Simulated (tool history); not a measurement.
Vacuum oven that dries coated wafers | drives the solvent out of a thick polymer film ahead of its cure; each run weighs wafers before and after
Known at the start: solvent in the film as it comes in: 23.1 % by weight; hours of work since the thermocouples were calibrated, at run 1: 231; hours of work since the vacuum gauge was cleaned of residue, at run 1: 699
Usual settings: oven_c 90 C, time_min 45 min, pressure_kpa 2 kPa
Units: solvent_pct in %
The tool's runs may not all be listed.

run	day	oven_c	time_min	pressure_kpa	hours of work since the thermocouples were calibrated	hours of work since the vacuum gauge was cleaned of residue	solvent_pct
1	0	90	45	2	231	699	2.04
2	1.042	90	45	2	244	712	2.05
3	2.638	90	45	2	264	732	2.05
4	3.579	79	45	2	275	744	4.51
5	5.112	90	45	2	294	762	2.01
6	6.104	90	45	2	306	775	2.07
7	6.771	90	45	2	315	783	2.03
8	8.162	90	45	2	332	800	2.07
9	9.317	90	45	2	346	814	2.03
10	10.096	90	45	2	355	824	2.08
11	10.858	96	33	2.91	365	833	2.38
12	12.258	88	32	2	382	850	3.92
# day 12.412: vacuum gauge cleaned of residue and calibrated
13	13.375	90	42	2	395	12	2.31
14	14.45	90	42	2	408	25	2.28
15	15.975	90	35	1.68	427	44	2.89
16	16.975	101	24	3.57	439	56	2.84
17	17.833	99	57	3.57	450	67	1.28
18	19.254	99	57	3.57	467	84	1.28
# day 20.562: vacuum gauge cleaned of residue and calibrated, once more
19	20.596	100	25	5.22	483	0	3.29

Forecast each of these 3 alternatives for the next run:
A	21.642	77	45	4.36	496	13	?
B	21.642	85	62	2.05	496	13	?
C	21.642	90	45	3.29	496	13	?

run	solvent_pct
A	6.41
B	1.83
C	2.5
Without the tool's hidden state the same runs would have given:
run	solvent_pct
A	6.68
B	1.94
C	2.64
